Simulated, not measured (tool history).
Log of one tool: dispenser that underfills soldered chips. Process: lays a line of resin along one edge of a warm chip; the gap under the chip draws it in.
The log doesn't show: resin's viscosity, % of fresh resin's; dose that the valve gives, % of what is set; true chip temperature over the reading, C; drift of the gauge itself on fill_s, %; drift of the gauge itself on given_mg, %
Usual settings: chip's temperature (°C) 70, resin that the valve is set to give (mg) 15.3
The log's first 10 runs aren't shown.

| run | hour | chip's temperature (°C) | resin that the valve is set to give (mg) | hours of work since the syringe was changed | hours of work since the valve was cleaned | hours of work since the stage was calibrated | time until the resin shows at the far edge (s) | resin that the valve gave (mg) |
|---|---|---|---|---|---|---|---|---|
|  | 101.4 | new syringe of resin |
| 11 | 111.6 | 77 | 15.3 | 7 | 32 | 223 | 28.8 | 15.06 |
|  | 114.5 | new syringe of resin |
| 12 | 121.3 | 62 | 15.3 | 5 | 38 | 229 | 55.7 | 15.01 |
|  | 127.6 | new syringe of resin |
|  | 129.6 | dispensing valve cleaned and set on the balance |
| 13 | 137.1 | 62 | 15.3 | 6 | 5 | 240 | 59.5 | 15.21 |
|  | 141.3 | new syringe of resin |
| 14 | 151.6 | 70 | 15.3 | 7 | 16 | 250 | 39.8 | 15.13 |
|  | 154.4 | new syringe of resin |
| 15 | 162.8 | 70 | 19.7 | 6 | 23 | 258 | 38.0 | 19.42 |
|  | 167.8 | new syringe of resin |
| 16 | 174.2 | 70 | 19.7 | 5 | 31 | 266 | 34.7 | 19.35 |
|  | 180.7 | new syringe of resin |
| 17 | 183.6 | 70 | 19.7 | 2 | 38 | 272 | 30.6 | 19.31 |
|  | 191.8 | dispensing valve cleaned and set on the balance |
|  | 194.6 | new syringe of resin |
| 18 | 195.4 | 66 | 19.8 | 1 | 2 | 280 | 35.3 | 19.75 |
| 19 | 206.6 | 66 | 19.8 | 9 | 10 | 288 | 52.6 | 19.65 |
|  | 208.1 | new syringe of resin |
|  | 220.8 | new syringe of resin |
| 20 | 221.8 | 75 | 15.3 | 1 | 21 | 298 | 21.3 | 15.11 |
| 21 | 228.8 | 58 | 16.1 | 6 | 26 | 303 | 72.3 | 15.89 |
|  | 233.4 | new syringe of resin |
| 22 | 239.7 | 80 | 19.6 | 5 | 34 | 311 | 19.9 | 19.26 |
|  | 247.0 | new syringe of resin |
| 23 | 247.2 | 80 | 19.6 | 0 | 39 | 316 | 15.7 | 19.19 |
|  | 254.7 | dispensing valve cleaned and set on the balance |
|  | 260.9 | new syringe of resin |
| 24 | 261.2 | 82 | 14.8 | 0 | 4 | 325 | 15.0 | 14.76 |
| 25 | 270.7 | 70 | 14.8 | 7 | 11 | 332 | 40.9 | 14.73 |
|  | 273.8 | new syringe of resin |
| 26 | 277.7 | 77 | 14.4 | 3 | 16 | 337 | 20.7 | 14.26 |
|  | 286.8 | new syringe of resin |
| 27 | 290.5 | 77 | 14.4 | 3 | 25 | 346 | 21.1 | 14.21 |
|  | 299.8 | new syringe of resin |
| 28 | 305.4 | 77 | 14.4 | 4 | 36 | 356 | 23.1 | 14.15 |
|  | 312.9 | new syringe of resin |
|  | 317.2 | dispensing valve cleaned and set on the balance |
| 29 | 319.4 | 58 | 15.3 | 4 | 2 | 365 | 64.0 | 15.31 |
|  | 327.0 | new syringe of resin |
| 30 | 333.5 | 76 | 17.6 | 5 | 11 | 375 | 24.7 | 17.54 |
|  | 337.0 | stage's temperature calibrated |
|  | 341.0 | new syringe of resin |
| 31 | 348.3 | 76 | 17.6 | 5 | 21 | 8 | 28.1 | 17.46 |
|  | 354.0 | new syringe of resin |
| 32 | 361.9 | 70 | 17.1 | 6 | 31 | 17 | 39.7 | 16.89 |
|  | 367.2 | new syringe of resin |
| 33 | 371.3 | 74 | 18.4 | 3 | 37 | 24 | 27.8 | 18.12 |

Forecast each of these 3 alternatives for the next run:
|  | 379.8 | new syringe of resin |
|  | 380.8 | dispensing valve cleaned and set on the balance |
| A | 382.8 | 82 | 16.9 | 1 | 1 | 31 | ? | ? |
|  | 379.8 | new syringe of resin |
|  | 380.8 | dispensing valve cleaned and set on the balance |
| B | 382.8 | 63 | 13.6 | 1 | 1 | 31 | ? | ? |
|  | 379.8 | new syringe of resin |
|  | 380.8 | dispensing valve cleaned and set on the balance |
| C | 382.8 | 70 | 19.6 | 1 | 1 | 31 | ? | ? |

| run | time until the resin shows at the far edge (s) | resin that the valve gave (mg) |
|---|---|---|
| A | 16.4 | 16.90 |
| B | 48.7 | 13.60 |
| C | 31.8 | 19.58 |
Without the tool's hidden state the same runs would have given:
| run | time until the resin shows at the far edge (s) | resin that the valve gave (mg) |
|---|---|---|
| A | 15.1 | 16.92 |
| B | 44.8 | 13.62 |
| C | 29.2 | 19.61 |

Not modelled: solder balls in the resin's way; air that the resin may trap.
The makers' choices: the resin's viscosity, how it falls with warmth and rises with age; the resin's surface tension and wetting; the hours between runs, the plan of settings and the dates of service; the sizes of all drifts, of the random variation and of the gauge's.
